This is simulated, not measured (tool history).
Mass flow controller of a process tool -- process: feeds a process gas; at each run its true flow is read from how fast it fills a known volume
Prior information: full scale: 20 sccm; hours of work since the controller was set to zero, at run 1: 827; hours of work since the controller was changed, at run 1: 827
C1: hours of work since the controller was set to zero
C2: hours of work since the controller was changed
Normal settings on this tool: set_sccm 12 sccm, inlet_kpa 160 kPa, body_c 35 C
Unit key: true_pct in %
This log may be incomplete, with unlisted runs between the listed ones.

{"run": 1, "day": 0.0, "set_sccm": 12, "inlet_kpa": 160, "body_c": 35, "C1": 827, "C2": 827, "true_pct": 97.57}
{"run": 2, "day": 2.696, "set_sccm": 12, "inlet_kpa": 160, "body_c": 35, "C1": 875, "C2": 875, "true_pct": 97.7}
{"run": 3, "day": 5.608, "set_sccm": 12, "inlet_kpa": 160, "body_c": 35, "C1": 927, "C2": 927, "true_pct": 97.63}
{"run": 4, "day": 7.133, "set_sccm": 12, "inlet_kpa": 186, "body_c": 35, "C1": 954, "C2": 954, "true_pct": 97.54}
{"run": 5, "day": 8.971, "set_sccm": 12, "inlet_kpa": 160, "body_c": 35, "C1": 986, "C2": 986, "true_pct": 97.63}
{"run": 6, "day": 11.925, "set_sccm": 12, "inlet_kpa": 160, "body_c": 38, "C1": 1039, "C2": 1039, "true_pct": 97.24}
{"run": 7, "day": 14.888, "set_sccm": 12, "inlet_kpa": 160, "body_c": 38, "C1": 1092, "C2": 1092, "true_pct": 97.31}
{"run": 8, "day": 18.071, "set_sccm": 12, "inlet_kpa": 160, "body_c": 38, "C1": 1148, "C2": 1148, "true_pct": 97.25}
{"run": 9, "day": 21.096, "set_sccm": 12, "inlet_kpa": 173, "body_c": 35, "C1": 1202, "C2": 1202, "true_pct": 97.64}
{"run": 10, "day": 23.492, "set_sccm": 12, "inlet_kpa": 173, "body_c": 35, "C1": 1245, "C2": 1245, "true_pct": 97.61}
{"run": 11, "day": 25.683, "set_sccm": 12, "inlet_kpa": 173, "body_c": 35, "C1": 1284, "C2": 1284, "true_pct": 97.72}
{"run": 12, "day": 27.254, "set_sccm": 12, "inlet_kpa": 192, "body_c": 33, "C1": 1312, "C2": 1312, "true_pct": 97.77}
{"run": 13, "day": 29.446, "set_sccm": 3, "inlet_kpa": 204, "body_c": 33, "C1": 1351, "C2": 1351, "true_pct": 94.45}
{"run": 14, "day": 31.429, "set_sccm": 12, "inlet_kpa": 181, "body_c": 35, "C1": 1386, "C2": 1386, "true_pct": 97.55}
{"run": 15, "day": 33.971, "set_sccm": 3, "inlet_kpa": 256, "body_c": 25, "C1": 1431, "C2": 1431, "true_pct": 95.12}
{"run": 16, "day": 35.808, "set_sccm": 3, "inlet_kpa": 200, "body_c": 25, "C1": 1464, "C2": 1464, "true_pct": 95.25}
{"run": 17, "day": 38.783, "set_sccm": 5, "inlet_kpa": 200, "body_c": 33, "C1": 1517, "C2": 1517, "true_pct": 95.73}
{"run": 18, "day": 40.4, "set_sccm": 7, "inlet_kpa": 238, "body_c": 24, "C1": 1545, "C2": 1545, "true_pct": 97.37}
{"run": 19, "day": 42.679, "set_sccm": 7, "inlet_kpa": 273, "body_c": 24, "C1": 1586, "C2": 1586, "true_pct": 97.12}
{"run": 20, "day": 44.767, "set_sccm": 15, "inlet_kpa": 170, "body_c": 38, "C1": 1623, "C2": 1623, "true_pct": 97.99}

What if the next run were any one of these 3? Each begins from the tool's condition after run 20:
{"run": "A", "day": 48.162, "set_sccm": 8, "inlet_kpa": 221, "body_c": 21, "C1": 1684, "C2": 1684, "true_pct": "?"}
{"run": "B", "day": 48.162, "set_sccm": 5, "inlet_kpa": 160, "body_c": 34, "C1": 1684, "C2": 1684, "true_pct": "?"}
{"run": "C", "day": 48.162, "set_sccm": 8, "inlet_kpa": 189, "body_c": 33, "C1": 1684, "C2": 1684, "true_pct": "?"}

run=A true_pct=97.97
run=B true_pct=95.62
run=C true_pct=96.77
Stripped of hidden state, with their random variation kept, the same runs would have yielded:
run=A true_pct=98.26
run=B true_pct=96.56
run=C true_pct=97.06
